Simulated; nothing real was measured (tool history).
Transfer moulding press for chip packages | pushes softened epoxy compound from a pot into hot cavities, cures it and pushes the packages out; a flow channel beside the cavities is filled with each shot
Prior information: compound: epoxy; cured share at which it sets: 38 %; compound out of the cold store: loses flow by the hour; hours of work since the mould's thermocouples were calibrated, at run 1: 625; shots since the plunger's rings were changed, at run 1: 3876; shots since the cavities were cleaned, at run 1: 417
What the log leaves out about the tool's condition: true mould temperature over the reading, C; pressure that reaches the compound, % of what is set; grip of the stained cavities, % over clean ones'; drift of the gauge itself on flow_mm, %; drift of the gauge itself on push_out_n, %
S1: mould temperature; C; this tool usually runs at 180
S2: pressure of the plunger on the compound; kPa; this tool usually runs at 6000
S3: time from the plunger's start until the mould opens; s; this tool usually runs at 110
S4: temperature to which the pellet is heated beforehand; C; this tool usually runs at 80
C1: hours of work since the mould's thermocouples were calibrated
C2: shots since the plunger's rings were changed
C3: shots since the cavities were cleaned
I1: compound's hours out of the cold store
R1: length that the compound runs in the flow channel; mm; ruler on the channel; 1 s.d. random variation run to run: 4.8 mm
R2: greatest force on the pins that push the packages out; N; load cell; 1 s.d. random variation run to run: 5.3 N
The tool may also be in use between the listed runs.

run,hour,S1,S2,S3,S4,C1,C2,C3,I1,R1,R2
1,0,180,6000,110,80,625,3876,417,8.1,544,260
# hour 2.9: cavities cleaned with cleaning compound and waxed
2,21.6,180,6000,110,80,636,4038,151,23.9,510,212
3,50.2,180,6000,110,80,650,4268,381,38.3,472,242
# hour 59: cavities cleaned with cleaning compound and waxed
# hour 74.3: plunger's sealing rings changed
4,84.1,180,6000,110,80,666,79,182,9.3,581,225
5,98.8,180,6000,110,80,673,198,301,36.7,499,240
# hour 115.9: cavities cleaned with cleaning compound and waxed
6,121.7,180,6000,110,80,684,370,47,16.9,549,201
7,144.6,180,6000,110,80,696,555,232,12.7,565,229
8,163.8,180,6000,110,80,706,710,387,38.6,489,245
# hour 169.6: cavities cleaned with cleaning compound and waxed
9,197.9,180,6000,110,80,723,972,228,47.9,468,226
# hour 224.1: cavities cleaned with cleaning compound and waxed
10,225.4,180,6000,110,80,736,1182,10,22.5,530,180
11,252.2,180,6000,110,80,750,1399,227,45.8,473,230
12,266.9,180,6000,110,80,758,1517,345,34.9,504,250
# hour 278.7: cavities cleaned with cleaning compound and waxed
13,281.9,180,6000,110,87,765,1626,26,35.4,496,182
# hour 290.9: mould's thermocouples calibrated
14,316.9,180,4550,110,87,13,1892,292,21.9,455,228
# hour 335.5: cavities cleaned with cleaning compound and waxed
15,337.5,184,5310,108,87,23,2046,17,22.2,476,174
16,365.3,180,6000,110,86,38,2270,241,11.1,551,230
17,381,184,6000,107,76,46,2396,367,31.1,479,226
# hour 389.5: cavities cleaned with cleaning compound and waxed
18,402.8,184,6000,107,76,56,2560,107,31.7,491,189
19,434,177,5610,118,80,72,2812,359,43,459,242
# hour 445.8: cavities cleaned with cleaning compound and waxed
20,461.1,188,6000,110,80,85,3018,123,8.6,538,185
21,490.4,180,6170,142,73,100,3254,359,29.1,506,222
# hour 501.4: cavities cleaned with cleaning compound and waxed
22,517.1,177,5030,98,85,113,3458,127,24.1,469,286

Predict the results of run 23:
23,542.4,188,6000,115,80,127,3662,331,33,?,?

Run 23 gave R1 471 mm, R2 207 N.
Without the tool's hidden state the same run would have given R1 495 mm, R2 153 N.
